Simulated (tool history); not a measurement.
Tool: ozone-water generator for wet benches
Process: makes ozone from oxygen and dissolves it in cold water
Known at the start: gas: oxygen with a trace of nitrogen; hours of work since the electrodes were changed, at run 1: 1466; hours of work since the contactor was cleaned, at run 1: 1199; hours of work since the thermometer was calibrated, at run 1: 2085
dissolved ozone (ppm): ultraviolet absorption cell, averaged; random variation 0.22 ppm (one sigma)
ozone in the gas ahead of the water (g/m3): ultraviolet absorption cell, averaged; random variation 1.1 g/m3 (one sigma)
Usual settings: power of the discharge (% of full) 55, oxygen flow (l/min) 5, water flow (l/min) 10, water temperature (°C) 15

run,day,power of the discharge (% of full),oxygen flow (l/min),water flow (l/min),water temperature (°C),hours of work since the electrodes were changed,hours of work since the contactor was cleaned,hours of work since the thermometer was calibrated,dissolved ozone (ppm),ozone in the gas ahead of the water (g/m3)
1,0,55,5,10,15,1466,1199,2085,32,197.9
2,1.912,55,5,10,15,1502,1235,2121,32.4,199.2
3,3.158,55,5,10,15,1526,1259,2145,32.4,200.9
4,4.296,63,5,10,15,1548,1280,2166,36.4,224.2
5,6.3,63,5,10,15,1586,1318,2204,37.1,225.7
6,7.612,51,5,10,15,1610,1343,2229,30.1,186.5
7,8.496,51,5,10,18,1627,1360,2246,28.7,187.6
8,10.288,55,3.87,10,15,1661,1394,2280,31.1,218.6
9,11.404,55,3.87,10,15,1682,1415,2301,31.1,217.6
10,13.404,55,3.87,10,15,1720,1453,2339,31.4,220
11,14.662,55,3.87,10,15,1744,1477,2363,30.8,218
12,15.604,55,3.87,9,15,1762,1495,2381,33.5,218.1
13,17.575,55,3.12,10,15,1799,1532,2418,29.9,236.6
14,19.233,55,3.12,10,15,1831,1563,2450,29.9,236.2
15,20.942,55,5,12,15,1863,1596,2482,28.4,204.2
16,22.346,52,5,12,15,1890,1622,2509,26.8,192.3
17,24.196,55,5,10,15,1925,1658,2544,32.1,200.6
18,25.175,55,5,11,15,1943,1676,2562,30.3,202.7
19,26.5,87,5,10,7,1969,1701,2587,55.7,302.5

Run 20 comes next. What will it give?
20,27.967,87,4.57,10,7,1996,1729,2615,?,?

Run 20 gave dissolved ozone (ppm) 55.3, ozone in the gas ahead of the water (g/m3) 312.8.
Without the tool's hidden state the same run would have given dissolved ozone (ppm) 55.4, ozone in the gas ahead of the water (g/m3) 307.8.

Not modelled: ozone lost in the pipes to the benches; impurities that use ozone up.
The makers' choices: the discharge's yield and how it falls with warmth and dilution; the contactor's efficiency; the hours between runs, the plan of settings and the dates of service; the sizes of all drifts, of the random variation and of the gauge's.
